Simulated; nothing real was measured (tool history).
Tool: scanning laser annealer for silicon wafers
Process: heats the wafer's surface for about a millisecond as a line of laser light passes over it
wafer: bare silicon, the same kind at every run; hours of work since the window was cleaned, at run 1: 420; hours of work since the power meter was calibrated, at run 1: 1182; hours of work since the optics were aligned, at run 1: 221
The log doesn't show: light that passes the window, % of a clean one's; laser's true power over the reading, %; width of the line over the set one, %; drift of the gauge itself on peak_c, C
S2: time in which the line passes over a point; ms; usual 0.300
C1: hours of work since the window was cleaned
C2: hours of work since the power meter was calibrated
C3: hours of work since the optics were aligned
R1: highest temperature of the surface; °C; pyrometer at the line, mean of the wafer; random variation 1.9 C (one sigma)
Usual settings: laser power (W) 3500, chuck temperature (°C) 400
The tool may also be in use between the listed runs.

run 1 day=0.000 | laser_power_(W)=3500 S2=0.300 chuck_temperature_(°C)=400 | C1=420 C2=1182 C3=221 | R1=1086
run 2 day=2.592 | laser_power_(W)=3500 S2=0.300 chuck_temperature_(°C)=400 | C1=447 C2=1209 C3=248 | R1=1084
run 3 day=5.012 | laser_power_(W)=3500 S2=0.300 chuck_temperature_(°C)=400 | C1=472 C2=1234 C3=273 | R1=1084
run 4 day=8.029 | laser_power_(W)=3500 S2=0.300 chuck_temperature_(°C)=400 | C1=503 C2=1266 C3=304 | R1=1081
run 5 day=11.538 | laser_power_(W)=3500 S2=0.300 chuck_temperature_(°C)=400 | C1=539 C2=1302 C3=340 | R1=1079
run 6 day=13.358 | laser_power_(W)=3500 S2=0.352 chuck_temperature_(°C)=400 | C1=558 C2=1321 C3=359 | R1=1140
run 7 day=15.388 | laser_power_(W)=3500 S2=0.352 chuck_temperature_(°C)=400 | C1=579 C2=1342 C3=380 | R1=1143
run 8 day=18.333 | laser_power_(W)=3500 S2=0.352 chuck_temperature_(°C)=400 | C1=610 C2=1372 C3=411 | R1=1137
run 9 day=22.038 | laser_power_(W)=3082 S2=0.300 chuck_temperature_(°C)=400 | C1=648 C2=1411 C3=449 | R1=1003
-- day=22.667 window over the wafer cleaned
run 10 day=24.708 | laser_power_(W)=3082 S2=0.300 chuck_temperature_(°C)=387 | C1=21 C2=1438 C3=476 | R1=1010
run 11 day=28.138 | laser_power_(W)=3082 S2=0.300 chuck_temperature_(°C)=387 | C1=57 C2=1473 C3=511 | R1=1009
run 12 day=31.646 | laser_power_(W)=3500 S2=0.300 chuck_temperature_(°C)=387 | C1=93 C2=1509 C3=548 | R1=1084
run 13 day=34.508 | laser_power_(W)=3500 S2=0.351 chuck_temperature_(°C)=400 | C1=123 C2=1539 C3=577 | R1=1157
run 14 day=37.179 | laser_power_(W)=3500 S2=0.300 chuck_temperature_(°C)=400 | C1=150 C2=1567 C3=605 | R1=1096
run 15 day=39.492 | laser_power_(W)=3368 S2=0.300 chuck_temperature_(°C)=400 | C1=174 C2=1591 C3=629 | R1=1067
run 16 day=40.996 | laser_power_(W)=3368 S2=0.300 chuck_temperature_(°C)=400 | C1=190 C2=1606 C3=645 | R1=1070
run 17 day=43.700 | laser_power_(W)=3620 S2=0.300 chuck_temperature_(°C)=400 | C1=218 C2=1634 C3=673 | R1=1114
run 18 day=46.529 | laser_power_(W)=3620 S2=0.300 chuck_temperature_(°C)=400 | C1=247 C2=1664 C3=702 | R1=1113
run 19 day=50.179 | laser_power_(W)=3620 S2=0.300 chuck_temperature_(°C)=400 | C1=285 C2=1701 C3=740 | R1=1110
run 20 day=52.892 | laser_power_(W)=3620 S2=0.300 chuck_temperature_(°C)=400 | C1=313 C2=1729 C3=768 | R1=1108
run 21 day=56.312 | laser_power_(W)=2976 S2=0.300 chuck_temperature_(°C)=381 | C1=349 C2=1765 C3=803 | R1=973
run 22 day=58.600 | laser_power_(W)=3500 S2=0.254 chuck_temperature_(°C)=406 | C1=372 C2=1789 C3=827 | R1=1034
run 23 day=62.012 | laser_power_(W)=3596 S2=0.223 chuck_temperature_(°C)=374 | C1=408 C2=1824 C3=862 | R1=975
run 24 day=65.700 | laser_power_(W)=2978 S2=0.296 chuck_temperature_(°C)=368 | C1=446 C2=1862 C3=900 | R1=951
run 25 day=68.654 | laser_power_(W)=3500 S2=0.212 chuck_temperature_(°C)=400 | C1=476 C2=1893 C3=931 | R1=968
run 26 day=72.012 | laser_power_(W)=3500 S2=0.300 chuck_temperature_(°C)=383 | C1=511 C2=1927 C3=966 | R1=1061
run 27 day=75.304 | laser_power_(W)=3404 S2=0.300 chuck_temperature_(°C)=436 | C1=545 C2=1962 C3=1000 | R1=1092
run 28 day=78.104 | laser_power_(W)=3707 S2=0.349 chuck_temperature_(°C)=428 | C1=574 C2=1991 C3=1029 | R1=1198
run 29 day=80.254 | laser_power_(W)=3753 S2=0.260 chuck_temperature_(°C)=388 | C1=596 C2=2013 C3=1051 | R1=1055
run 30 day=82.358 | laser_power_(W)=3753 S2=0.217 chuck_temperature_(°C)=388 | C1=618 C2=2035 C3=1073 | R1=992
run 31 day=84.071 | laser_power_(W)=3351 S2=0.332 chuck_temperature_(°C)=378 | C1=636 C2=2052 C3=1091 | R1=1060
-- day=85.758 window over the wafer cleaned
run 32 day=85.871 | laser_power_(W)=3086 S2=0.210 chuck_temperature_(°C)=393 | C1=1 C2=2070 C3=1108 | R1=905
run 33 day=89.358 | laser_power_(W)=3171 S2=0.339 chuck_temperature_(°C)=392 | C1=37 C2=2106 C3=1145 | R1=1066
run 34 day=92.854 | laser_power_(W)=3292 S2=0.339 chuck_temperature_(°C)=392 | C1=73 C2=2142 C3=1181 | R1=1087
run 35 day=94.979 | laser_power_(W)=3500 S2=0.341 chuck_temperature_(°C)=434 | C1=96 C2=2164 C3=1203 | R1=1172
run 36 day=97.275 | laser_power_(W)=3365 S2=0.241 chuck_temperature_(°C)=400 | C1=119 C2=2188 C3=1227 | R1=993
run 37 day=100.417 | laser_power_(W)=3222 S2=0.267 chuck_temperature_(°C)=405 | C1=152 C2=2221 C3=1259 | R1=1004
run 38 day=104.125 | laser_power_(W)=3222 S2=0.267 chuck_temperature_(°C)=405 | C1=190 C2=2259 C3=1298 | R1=1005
run 39 day=106.117 | laser_power_(W)=3145 S2=0.300 chuck_temperature_(°C)=400 | C1=211 C2=2280 C3=1318 | R1=1020
run 40 day=108.025 | laser_power_(W)=3425 S2=0.238 chuck_temperature_(°C)=439 | C1=231 C2=2300 C3=1338 | R1=1031

Hidden state or all else? Some run-to-run changes of R1, split into what the settings, what came in and random variation would give without the hidden state, and what is left for the hidden state (with any gauge scatter that isn't in both results):
Run 9 -> 10: chuck temperature (°C) 400 -> 387, window over the wafer cleaned. R1 +7 °C: hidden state +21, all else -14.
Run 27 -> 28: laser power (W) 3404 -> 3707, S2 0.300 -> 0.349, chuck temperature (°C) 436 -> 428. R1 +106 °C: hidden state -8, all else +114.
Run 31 -> 32: laser power (W) 3351 -> 3086, S2 0.332 -> 0.210, chuck temperature (°C) 378 -> 393, window over the wafer cleaned. R1 -155 °C: hidden state +27, all else -182.
Run 32 -> 33: laser power (W) 3086 -> 3171, S2 0.210 -> 0.339, chuck temperature (°C) 393 -> 392. R1 +161 °C: hidden state -5, all else +166.
Run 35 -> 36: laser power (W) 3500 -> 3365, S2 0.341 -> 0.241, chuck temperature (°C) 434 -> 400. R1 -179 °C: hidden state +3, all else -182.

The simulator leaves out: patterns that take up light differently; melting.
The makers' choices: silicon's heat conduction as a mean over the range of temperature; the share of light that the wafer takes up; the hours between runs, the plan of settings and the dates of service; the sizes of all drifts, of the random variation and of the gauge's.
